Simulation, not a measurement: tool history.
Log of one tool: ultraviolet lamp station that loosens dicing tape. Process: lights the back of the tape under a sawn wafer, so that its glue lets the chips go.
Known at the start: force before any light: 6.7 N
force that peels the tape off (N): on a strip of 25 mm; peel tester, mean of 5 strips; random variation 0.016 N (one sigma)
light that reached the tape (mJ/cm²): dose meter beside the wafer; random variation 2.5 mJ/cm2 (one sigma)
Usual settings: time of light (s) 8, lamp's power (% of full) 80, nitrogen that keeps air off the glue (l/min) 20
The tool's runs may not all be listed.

run	day	time of light (s)	lamp's power (% of full)	nitrogen that keeps air off the glue (l/min)	force that peels the tape off (N)	light that reached the tape (mJ/cm²)
1	0	8	80	20	0.737	301
2	0.329	8	80	20	0.749	306
3	0.733	8	80	20	0.732	300
4	1.067	8	80	20	0.715	304
5	1.479	8	80	20	0.739	301
6	1.846	8	80	13	1.008	302
7	2.238	8	80	20	0.75	305
8	2.646	8	80	20	0.735	303
9	2.975	8	80	20	0.739	308
10	3.296	16	80	7	0.429	611
11	3.738	8	75	26	0.697	288
12	4.121	4	84	27	1.798	158
13	4.367	4	84	27	1.789	161

Run 14 comes next. What will it give?
14	4.688	4	63	27	?	?

{"run 14": {"force that peels the tape off (N)": 2.363, "light that reached the tape (mJ/cm²)": 118}}
Without the tool's hidden state the same run would have given force that peels the tape off (N) 2.361, light that reached the tape (mJ/cm²) 118.
